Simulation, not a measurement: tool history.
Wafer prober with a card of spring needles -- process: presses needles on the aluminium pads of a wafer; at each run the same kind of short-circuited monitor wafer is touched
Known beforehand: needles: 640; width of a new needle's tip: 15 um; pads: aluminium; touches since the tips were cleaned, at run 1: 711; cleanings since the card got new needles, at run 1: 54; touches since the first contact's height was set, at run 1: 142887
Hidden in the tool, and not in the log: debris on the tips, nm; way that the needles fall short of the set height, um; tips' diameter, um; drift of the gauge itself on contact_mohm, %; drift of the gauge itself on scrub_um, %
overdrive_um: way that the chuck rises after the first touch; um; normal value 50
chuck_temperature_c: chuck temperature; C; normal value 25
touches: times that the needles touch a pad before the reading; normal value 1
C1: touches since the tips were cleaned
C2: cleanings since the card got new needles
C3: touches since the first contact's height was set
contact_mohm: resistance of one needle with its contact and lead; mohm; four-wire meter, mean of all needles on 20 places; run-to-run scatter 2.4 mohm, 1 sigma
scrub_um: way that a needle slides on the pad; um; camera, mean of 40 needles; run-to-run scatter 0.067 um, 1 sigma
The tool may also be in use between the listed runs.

run 1 hour=0 | overdrive_um=50 chuck_temperature_c=25 touches=1 | C1=711 C2=54 C3=142887 | contact_mohm=297 scrub_um=9.38
-- hour=8.2 tips cleaned on abrasive film
run 2 hour=17.4 | overdrive_um=50 chuck_temperature_c=25 touches=1 | C1=2373 C2=55 C3=147332 | contact_mohm=323 scrub_um=9.36
-- hour=18.3 tips cleaned on abrasive film
-- hour=28.6 tips cleaned on abrasive film
run 3 hour=30.8 | overdrive_um=50 chuck_temperature_c=25 touches=3 | C1=558 C2=57 C3=150711 | contact_mohm=274 scrub_um=9.42
-- hour=39.3 tips cleaned on abrasive film
run 4 hour=46.5 | overdrive_um=50 chuck_temperature_c=25 touches=3 | C1=1845 C2=58 C3=154702 | contact_mohm=286 scrub_um=9.33
-- hour=49.7 tips cleaned on abrasive film
-- hour=59.8 tips cleaned on abrasive film
run 5 hour=59.8 | overdrive_um=50 chuck_temperature_c=91 touches=1 | C1=0 C2=60 C3=158062 | contact_mohm=295 scrub_um=9.4
-- hour=69.5 tips cleaned on abrasive film
run 6 hour=76.2 | overdrive_um=50 chuck_temperature_c=91 touches=1 | C1=1712 C2=61 C3=162257 | contact_mohm=325 scrub_um=9.39
-- hour=78.2 height of the first contact set anew
-- hour=79.8 tips cleaned on abrasive film
-- hour=90.5 tips cleaned on abrasive film
run 7 hour=91 | overdrive_um=55 chuck_temperature_c=25 touches=1 | C1=109 C2=63 C3=3229 | contact_mohm=272 scrub_um=10.15
-- hour=100.3 tips cleaned on abrasive film
run 8 hour=103.3 | overdrive_um=55 chuck_temperature_c=25 touches=1 | C1=758 C2=64 C3=6366 | contact_mohm=286 scrub_um=10.21
-- hour=110.8 tips cleaned on abrasive film
run 9 hour=112.6 | overdrive_um=55 chuck_temperature_c=25 touches=1 | C1=477 C2=65 C3=8732 | contact_mohm=284 scrub_um=10.1
-- hour=120.8 tips cleaned on abrasive film
run 10 hour=121.6 | overdrive_um=35 chuck_temperature_c=25 touches=1 | C1=208 C2=66 C3=11007 | contact_mohm=306 scrub_um=6.02
-- hour=130.9 tips cleaned on abrasive film
run 11 hour=131.2 | overdrive_um=50 chuck_temperature_c=47 touches=2 | C1=87 C2=67 C3=13458 | contact_mohm=285 scrub_um=9
run 12 hour=140 | overdrive_um=50 chuck_temperature_c=25 touches=3 | C1=2323 C2=67 C3=15694 | contact_mohm=284 scrub_um=9.03
-- hour=141.6 tips cleaned on abrasive film
-- hour=151.5 tips cleaned on abrasive film
run 13 hour=155.3 | overdrive_um=30 chuck_temperature_c=83 touches=2 | C1=965 C2=69 C3=19581 | contact_mohm=365 scrub_um=4.97
-- hour=161.4 tips cleaned on abrasive film
run 14 hour=168.5 | overdrive_um=66 chuck_temperature_c=25 touches=1 | C1=1830 C2=70 C3=22943 | contact_mohm=292 scrub_um=12.19
-- hour=172.1 tips cleaned on abrasive film
-- hour=179.6 height of the first contact set anew, once more
run 15 hour=181.3 | overdrive_um=51 chuck_temperature_c=41 touches=3 | C1=2303 C2=71 C3=439 | contact_mohm=288 scrub_um=10.16
-- hour=182.7 tips cleaned on abrasive film
run 16 hour=190.9 | overdrive_um=51 chuck_temperature_c=41 touches=2 | C1=2110 C2=72 C3=2876 | contact_mohm=294 scrub_um=10.12
-- hour=192.6 tips cleaned on abrasive film
-- hour=202.7 tips cleaned on abrasive film
run 17 hour=207.2 | overdrive_um=37 chuck_temperature_c=62 touches=3 | C1=1161 C2=74 C3=6994 | contact_mohm=310 scrub_um=7.35

How the hidden state differs across the entries between the runs, from the last listed run before each to the first after it:
Between runs 1 and 2: tips cleaned on abrasive film (hour 8.2)
  debris on the tips, nm: 46.1 -> 93.6; way that the needles fall short of the set height, um: 2.92 -> 2.98; tips' diameter, um: 16.02 -> 16.04
  measured value less the no-hidden-state value, contact_mohm: +25 -> +50 mohm; scrub_um: -0.59 -> -0.59 um
Between runs 2 and 3: tips cleaned on abrasive film (hour 18.3); tips cleaned on abrasive film (hour 28.6)
  debris on the tips, nm: 93.6 -> 34.2; way that the needles fall short of the set height, um: 2.98 -> 3.08; tips' diameter, um: 16.04 -> 16.08
  measured value less the no-hidden-state value, contact_mohm: +50 -> +9 mohm; scrub_um: -0.59 -> -0.61 um
Between runs 3 and 4: tips cleaned on abrasive film (hour 39.3)
  debris on the tips, nm: 34.2 -> 81.8; way that the needles fall short of the set height, um: 3.08 -> 3.13; tips' diameter, um: 16.08 -> 16.1
  measured value less the no-hidden-state value, contact_mohm: +9 -> +18 mohm; scrub_um: -0.61 -> -0.63 um
Between runs 4 and 5: tips cleaned on abrasive film (hour 49.7); tips cleaned on abrasive film (hour 59.8)
  debris on the tips, nm: 81.8 -> 4.2; way that the needles fall short of the set height, um: 3.13 -> 3.24; tips' diameter, um: 16.1 -> 16.14
  measured value less the no-hidden-state value, contact_mohm: +18 -> +5 mohm; scrub_um: -0.63 -> -0.65 um
Between runs 5 and 6: tips cleaned on abrasive film (hour 69.5)
  debris on the tips, nm: 4.2 -> 76.3; way that the needles fall short of the set height, um: 3.24 -> 3.29; tips' diameter, um: 16.14 -> 16.15
  measured value less the no-hidden-state value, contact_mohm: +5 -> +38 mohm; scrub_um: -0.65 -> -0.66 um
Between runs 6 and 7: height of the first contact set anew (hour 78.2); tips cleaned on abrasive film (hour 79.8); tips cleaned on abrasive film (hour 90.5)
  debris on the tips, nm: 76.3 -> 11.2; way that the needles fall short of the set height, um: 3.29 -> 4.34; tips' diameter, um: 16.15 -> 16.19
  measured value less the no-hidden-state value, contact_mohm: +38 -> +8 mohm; scrub_um: -0.66 -> -0.87 um
Between runs 7 and 8: tips cleaned on abrasive film (hour 100.3)
  debris on the tips, nm: 11.2 -> 41.4; way that the needles fall short of the set height, um: 4.34 -> 4.39; tips' diameter, um: 16.19 -> 16.21
  measured value less the no-hidden-state value, contact_mohm: +8 -> +22 mohm; scrub_um: -0.87 -> -0.89 um
Between runs 8 and 9: tips cleaned on abrasive film (hour 110.8)
  debris on the tips, nm: 41.4 -> 32.9; way that the needles fall short of the set height, um: 4.39 -> 4.45; tips' diameter, um: 16.21 -> 16.23
  measured value less the no-hidden-state value, contact_mohm: +22 -> +18 mohm; scrub_um: -0.89 -> -0.89 um
Between runs 9 and 10: tips cleaned on abrasive film (hour 120.8)
  debris on the tips, nm: 32.9 -> 18.1; way that the needles fall short of the set height, um: 4.45 -> 4.51; tips' diameter, um: 16.23 -> 16.25
  measured value less the no-hidden-state value, contact_mohm: +18 -> +28 mohm; scrub_um: -0.89 -> -0.9 um
Between runs 10 and 11: tips cleaned on abrasive film (hour 130.9)
  debris on the tips, nm: 18.1 -> 12.6; way that the needles fall short of the set height, um: 4.51 -> 4.56; tips' diameter, um: 16.25 -> 16.27
  measured value less the no-hidden-state value, contact_mohm: +28 -> +8 mohm; scrub_um: -0.9 -> -0.91 um
Between runs 12 and 13: tips cleaned on abrasive film (hour 141.6); tips cleaned on abrasive film (hour 151.5)
  debris on the tips, nm: 90.8 -> 53.6; way that the needles fall short of the set height, um: 4.56 -> 4.67; tips' diameter, um: 16.27 -> 16.31
  measured value less the no-hidden-state value, contact_mohm: +21 -> +59 mohm; scrub_um: -0.91 -> -0.93 um
Between runs 13 and 14: tips cleaned on abrasive film (hour 161.4)
  debris on the tips, nm: 53.6 -> 78.3; way that the needles fall short of the set height, um: 4.67 -> 4.73; tips' diameter, um: 16.31 -> 16.33
  measured value less the no-hidden-state value, contact_mohm: +59 -> +28 mohm; scrub_um: -0.93 -> -0.94 um
Between runs 14 and 15: tips cleaned on abrasive film (hour 172.1); height of the first contact set anew, once more (hour 179.6)
  debris on the tips, nm: 78.3 -> 89.5; way that the needles fall short of the set height, um: 4.73 -> 0; tips' diameter, um: 16.33 -> 16.35
  measured value less the no-hidden-state value, contact_mohm: +28 -> +15 mohm; scrub_um: -0.94 -> +0 um
Between runs 15 and 16: tips cleaned on abrasive film (hour 182.7)
  debris on the tips, nm: 89.5 -> 82.2; way that the needles fall short of the set height, um: 0 -> 0.07; tips' diameter, um: 16.35 -> 16.37
  measured value less the no-hidden-state value, contact_mohm: +15 -> +23 mohm; scrub_um: +0 -> -0.01 um
Between runs 16 and 17: tips cleaned on abrasive film (hour 192.6); tips cleaned on abrasive film (hour 202.7)
  debris on the tips, nm: 82.2 -> 59.5; way that the needles fall short of the set height, um: 0.07 -> 0.18; tips' diameter, um: 16.37 -> 16.41
  measured value less the no-hidden-state value, contact_mohm: +23 -> +20 mohm; scrub_um: -0.01 -> -0.03 um
